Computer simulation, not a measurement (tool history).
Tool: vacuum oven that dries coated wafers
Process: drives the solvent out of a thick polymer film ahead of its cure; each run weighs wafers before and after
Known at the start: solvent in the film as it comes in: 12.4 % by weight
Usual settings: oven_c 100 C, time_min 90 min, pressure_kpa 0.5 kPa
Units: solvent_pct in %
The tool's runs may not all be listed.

run	hour	oven_c	time_min	pressure_kpa	solvent_pct
1	0	100	90	0.5	0.87
2	14.3	100	90	0.5	0.86
3	20.4	100	90	0.5	0.85
4	33.9	100	90	0.5	0.86
5	41.3	100	90	0.5	0.87
6	52.6	100	90	0.5	0.86
7	63.5	100	90	0.5	0.86
8	72	100	90	1.015	1.03
9	80.5	100	90	1.015	1.04
10	91.9	100	90	1.015	1.03
11	99.8	98	90	1.015	1.26
12	111.6	98	90	1.015	1.25
13	118.4	98	90	1.015	1.22
14	129.8	100	90	0.974	1.04
15	139.9	100	90	0.974	1.04
16	150.9	100	90	1.229	1.12
# hour 153.7: vacuum gauge cleaned of residue and calibrated
17	164.4	100	90	1.229	1.11
18	179.2	100	90	1.229	1.11
19	186.2	100	90	1.229	1.13
# hour 191.5: vacuum gauge cleaned of residue and calibrated, once more
20	200.3	100	63	0.5	1.65
21	208	100	63	0.5	1.67
22	219	100	63	0.5	1.69
23	229.1	100	154	0.5	0.31
24	243.9	100	154	0.5	0.29
25	251.3	88	99	0.585	1.98
26	265.5	88	99	0.585	2
27	273.6	113	69	0.585	0.43
28	283.9	104	69	0.585	1.05
29	292.4	90	72	0.383	2.62
30	305.3	96	88	1.276	1.56
31	318.1	86	144	0.5	1.24
32	331.6	86	144	0.5	1.23
33	341.5	86	144	0.5	1.24
34	355.9	98	53	1.312	2.73
35	365.8	98	53	1.312	2.72
36	372.6	100	90	0.329	0.77
37	384.6	100	90	0.329	0.75
38	396.4	100	90	0.329	0.77
39	409.3	85	90	0.345	2.61
40	422.5	85	90	0.345	2.6
41	430	107	135	1.001	0.34
42	441.8	107	135	1.001	0.35
43	456.7	107	135	1.001	0.33
44	471	107	99	0.422	0.3
45	479.1	107	99	0.599	0.35
46	491.8	115	68	1.774	0.61
47	502	87	66	0.5	3.41

3 ways to go on from here, each from the tool as it stands after run 47. What would each give?
A	512.1	94	78	0.795	?
B	512.1	100	75	0.5	?
C	512.1	87	66	0.324	?

run	solvent_pct
A	1.92
B	1.19
C	3.36
Without the tool's hidden state the same runs would have given:
run	solvent_pct
A	2.39
B	1.56
C	3.93
